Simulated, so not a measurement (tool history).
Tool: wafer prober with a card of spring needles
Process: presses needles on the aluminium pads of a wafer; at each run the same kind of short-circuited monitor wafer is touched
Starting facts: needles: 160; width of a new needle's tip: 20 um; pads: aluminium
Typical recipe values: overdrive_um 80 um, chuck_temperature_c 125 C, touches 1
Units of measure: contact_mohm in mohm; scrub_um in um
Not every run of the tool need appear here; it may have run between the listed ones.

run 1 hour=0.0 | overdrive_um=80 chuck_temperature_c=125 touches=1 | contact_mohm=247 scrub_um=11.615
-- hour=7.7 tips cleaned on abrasive film
-- hour=17.8 tips cleaned on abrasive film
-- hour=28.0 tips cleaned on abrasive film
-- hour=30.8 height of the first contact set anew
-- hour=41.0 tips cleaned on abrasive film
-- hour=53.7 tips cleaned on abrasive film
run 2 hour=57.5 | overdrive_um=80 chuck_temperature_c=125 touches=1 | contact_mohm=243 scrub_um=11.630
-- hour=65.1 tips cleaned on abrasive film
-- hour=75.3 tips cleaned on abrasive film
-- hour=88.0 tips cleaned on abrasive film
-- hour=100.7 tips cleaned on abrasive film
run 3 hour=101.1 | overdrive_um=88 chuck_temperature_c=125 touches=1 | contact_mohm=242 scrub_um=12.791
-- hour=111.2 tips cleaned on abrasive film
-- hour=121.4 tips cleaned on abrasive film
-- hour=131.6 tips cleaned on abrasive film
run 4 hour=139.8 | overdrive_um=88 chuck_temperature_c=125 touches=1 | contact_mohm=244 scrub_um=12.790
-- hour=142.4 tips cleaned on abrasive film
-- hour=152.6 tips cleaned on abrasive film
-- hour=162.8 tips cleaned on abrasive film
-- hour=175.5 tips cleaned on abrasive film
-- hour=175.8 height of the first contact set anew
-- hour=188.5 tips cleaned on abrasive film
-- hour=198.6 tips cleaned on abrasive film
run 5 hour=204.7 | overdrive_um=88 chuck_temperature_c=125 touches=1 | contact_mohm=246 scrub_um=12.803
-- hour=209.8 tips cleaned on abrasive film
-- hour=220.0 tips cleaned on abrasive film
-- hour=230.2 tips cleaned on abrasive film
-- hour=242.9 tips cleaned on abrasive film
-- hour=253.1 tips cleaned on abrasive film
-- hour=265.7 tips cleaned on abrasive film
-- hour=275.9 tips cleaned on abrasive film
-- hour=286.1 tips cleaned on abrasive film
run 6 hour=289.4 | overdrive_um=88 chuck_temperature_c=125 touches=1 | contact_mohm=245 scrub_um=12.801
-- hour=297.0 tips cleaned on abrasive film
-- hour=307.2 tips cleaned on abrasive film
-- hour=317.4 tips cleaned on abrasive film
-- hour=320.2 height of the first contact set anew
-- hour=327.8 tips cleaned on abrasive film
-- hour=338.0 tips cleaned on abrasive film
-- hour=350.7 tips cleaned on abrasive film
run 7 hour=358.5 | overdrive_um=88 chuck_temperature_c=125 touches=1 | contact_mohm=240 scrub_um=12.804
-- hour=361.1 tips cleaned on abrasive film
-- hour=373.8 tips cleaned on abrasive film
-- hour=384.0 tips cleaned on abrasive film
-- hour=396.7 tips cleaned on abrasive film
-- hour=409.4 tips cleaned on abrasive film
-- hour=422.1 tips cleaned on abrasive film
-- hour=432.3 tips cleaned on abrasive film
run 8 hour=437.7 | overdrive_um=80 chuck_temperature_c=125 touches=2 | contact_mohm=242 scrub_um=11.651
-- hour=442.9 tips cleaned on abrasive film
-- hour=453.0 tips cleaned on abrasive film
-- hour=463.2 tips cleaned on abrasive film
-- hour=466.0 height of the first contact set anew
-- hour=473.7 tips cleaned on abrasive film
-- hour=486.4 tips cleaned on abrasive film
-- hour=499.1 tips cleaned on abrasive film
run 9 hour=505.5 | overdrive_um=60 chuck_temperature_c=125 touches=2 | contact_mohm=247 scrub_um=8.745
-- hour=510.6 tips cleaned on abrasive film
-- hour=523.3 tips cleaned on abrasive film
-- hour=536.0 tips cleaned on abrasive film
-- hour=546.2 tips cleaned on abrasive film
-- hour=558.9 tips cleaned on abrasive film
-- hour=571.6 tips cleaned on abrasive film
-- hour=584.3 tips cleaned on abrasive film
run 10 hour=588.6 | overdrive_um=80 chuck_temperature_c=125 touches=1 | contact_mohm=245 scrub_um=11.653
-- hour=596.2 tips cleaned on abrasive film
-- hour=606.4 tips cleaned on abrasive film
-- hour=611.7 height of the first contact set anew
-- hour=619.4 tips cleaned on abrasive film
-- hour=629.6 tips cleaned on abrasive film
-- hour=639.7 tips cleaned on abrasive film
-- hour=649.9 tips cleaned on abrasive film
run 11 hour=658.5 | overdrive_um=80 chuck_temperature_c=125 touches=1 | contact_mohm=244 scrub_um=11.662
-- hour=661.1 tips cleaned on abrasive film
-- hour=673.8 tips cleaned on abrasive film
-- hour=684.0 tips cleaned on abrasive film
-- hour=694.2 tips cleaned on abrasive film
-- hour=704.4 tips cleaned on abrasive film
-- hour=717.0 tips cleaned on abrasive film
run 12 hour=719.9 | overdrive_um=85 chuck_temperature_c=84 touches=1 | contact_mohm=238 scrub_um=12.401
-- hour=727.6 tips cleaned on abrasive film
-- hour=737.7 tips cleaned on abrasive film
-- hour=747.9 tips cleaned on abrasive film
-- hour=755.8 height of the first contact set anew
-- hour=758.4 tips cleaned on abrasive film
-- hour=771.1 tips cleaned on abrasive film
-- hour=783.8 tips cleaned on abrasive film
-- hour=793.9 tips cleaned on abrasive film
run 13 hour=796.6 | overdrive_um=67 chuck_temperature_c=51 touches=3 | contact_mohm=230 scrub_um=9.782
-- hour=804.3 tips cleaned on abrasive film
-- hour=814.4 tips cleaned on abrasive film
-- hour=827.1 tips cleaned on abrasive film
-- hour=837.3 tips cleaned on abrasive film
-- hour=850.0 tips cleaned on abrasive film
-- hour=862.7 tips cleaned on abrasive film
-- hour=872.9 tips cleaned on abrasive film
run 14 hour=882.5 | overdrive_um=60 chuck_temperature_c=36 touches=1 | contact_mohm=224 scrub_um=8.764
-- hour=885.2 tips cleaned on abrasive film
-- hour=895.3 tips cleaned on abrasive film
-- hour=900.7 height of the first contact set anew
-- hour=908.3 tips cleaned on abrasive film
-- hour=918.5 tips cleaned on abrasive film
-- hour=931.2 tips cleaned on abrasive film
-- hour=941.4 tips cleaned on abrasive film
-- hour=951.5 tips cleaned on abrasive film
-- hour=962.4 tips cleaned on abrasive film
run 15 hour=962.4 | overdrive_um=80 chuck_temperature_c=46 touches=1 | contact_mohm=226 scrub_um=11.686
-- hour=975.1 tips cleaned on abrasive film
-- hour=987.8 tips cleaned on abrasive film
-- hour=998.0 tips cleaned on abrasive film
-- hour=1010.7 tips cleaned on abrasive film
-- hour=1023.4 tips cleaned on abrasive film
-- hour=1033.6 tips cleaned on abrasive film
-- hour=1043.7 tips cleaned on abrasive film
-- hour=1046.5 height of the first contact set anew
run 16 hour=1048.6 | overdrive_um=80 chuck_temperature_c=46 touches=1 | contact_mohm=225 scrub_um=11.681
-- hour=1056.3 tips cleaned on abrasive film
-- hour=1069.0 tips cleaned on abrasive film
-- hour=1079.1 tips cleaned on abrasive film
-- hour=1091.8 tips cleaned on abrasive film
-- hour=1102.0 tips cleaned on abrasive film
run 17 hour=1102.4 | overdrive_um=80 chuck_temperature_c=82 touches=2 | contact_mohm=232 scrub_um=11.697
-- hour=1112.6 tips cleaned on abrasive film
-- hour=1125.2 tips cleaned on abrasive film
-- hour=1135.4 tips cleaned on abrasive film
-- hour=1145.6 tips cleaned on abrasive film
-- hour=1155.8 tips cleaned on abrasive film
-- hour=1165.9 tips cleaned on abrasive film
-- hour=1176.1 tips cleaned on abrasive film
-- hour=1188.8 tips cleaned on abrasive film
-- hour=1191.6 height of the first contact set anew
run 18 hour=1192.7 | overdrive_um=75 chuck_temperature_c=108 touches=1 | contact_mohm=240 scrub_um=10.973
-- hour=1200.3 tips cleaned on abrasive film
-- hour=1210.5 tips cleaned on abrasive film
-- hour=1220.7 tips cleaned on abrasive film
-- hour=1230.8 tips cleaned on abrasive film
-- hour=1241.0 tips cleaned on abrasive film
-- hour=1253.7 tips cleaned on abrasive film
run 19 hour=1263.7 | overdrive_um=75 chuck_temperature_c=73 touches=1 | contact_mohm=233 scrub_um=10.962
-- hour=1266.4 tips cleaned on abrasive film
-- hour=1276.5 tips cleaned on abrasive film
-- hour=1289.2 tips cleaned on abrasive film
-- hour=1301.9 tips cleaned on abrasive film
-- hour=1312.1 tips cleaned on abrasive film
-- hour=1322.3 tips cleaned on abrasive film
-- hour=1334.9 tips cleaned on abrasive film
-- hour=1335.2 height of the first contact set anew
-- hour=1345.4 tips cleaned on abrasive film
run 20 hour=1345.5 | overdrive_um=85 chuck_temperature_c=73 touches=3 | contact_mohm=231 scrub_um=12.439
-- hour=1355.7 tips cleaned on abrasive film
-- hour=1368.4 tips cleaned on abrasive film
-- hour=1381.1 tips cleaned on abrasive film
-- hour=1391.2 tips cleaned on abrasive film
-- hour=1401.4 tips cleaned on abrasive film
-- hour=1414.1 tips cleaned on abrasive film
run 21 hour=1421.6 | overdrive_um=82 chuck_temperature_c=33 touches=1 | contact_mohm=219 scrub_um=12.012
-- hour=1426.7 tips cleaned on abrasive film
-- hour=1436.9 tips cleaned on abrasive film
-- hour=1449.6 tips cleaned on abrasive film
-- hour=1459.7 tips cleaned on abrasive film
run 22 hour=1468.4 | overdrive_um=80 chuck_temperature_c=34 touches=1 | contact_mohm=222 scrub_um=11.724

For some of the steps in scrub_um from one run to the next: how much would appear even if the tool had no hidden state, given the settings, what came in and random variation, and how much remains for the hidden state plus any gauge scatter that the measured result and the result without hidden state don't share?
The tool's hidden condition here consists of: debris on the tips, nm; way that the needles fall short of the set height, um; tips' diameter, um; drift of the gauge itself on contact_mohm, %; drift of the gauge itself on scrub_um, %.
Run 9 -> 10: overdrive_um 60 -> 80, touches 2 -> 1, tips cleaned on abrasive film, tips cleaned on abrasive film, tips cleaned on abrasive film, tips cleaned on abrasive film, tips cleaned on abrasive film, tips cleaned on abrasive film, tips cleaned on abrasive film. scrub_um +2.908 um: hidden state +0.011, all else +2.897.
Run 14 -> 15: overdrive_um 60 -> 80, chuck_temperature_c 36 -> 46, tips cleaned on abrasive film, tips cleaned on abrasive film, height of the first contact set anew, tips cleaned on abrasive film, tips cleaned on abrasive film, tips cleaned on abrasive film, tips cleaned on abrasive film, tips cleaned on abrasive film, tips cleaned on abrasive film. scrub_um +2.922 um: hidden state +0.021, all else +2.901.
Run 19 -> 20: overdrive_um 75 -> 85, touches 1 -> 3, tips cleaned on abrasive film, tips cleaned on abrasive film, tips cleaned on abrasive film, tips cleaned on abrasive film, tips cleaned on abrasive film, tips cleaned on abrasive film, tips cleaned on abrasive film, height of the first contact set anew, tips cleaned on abrasive film. scrub_um +1.477 um: hidden state +0.017, all else +1.460.
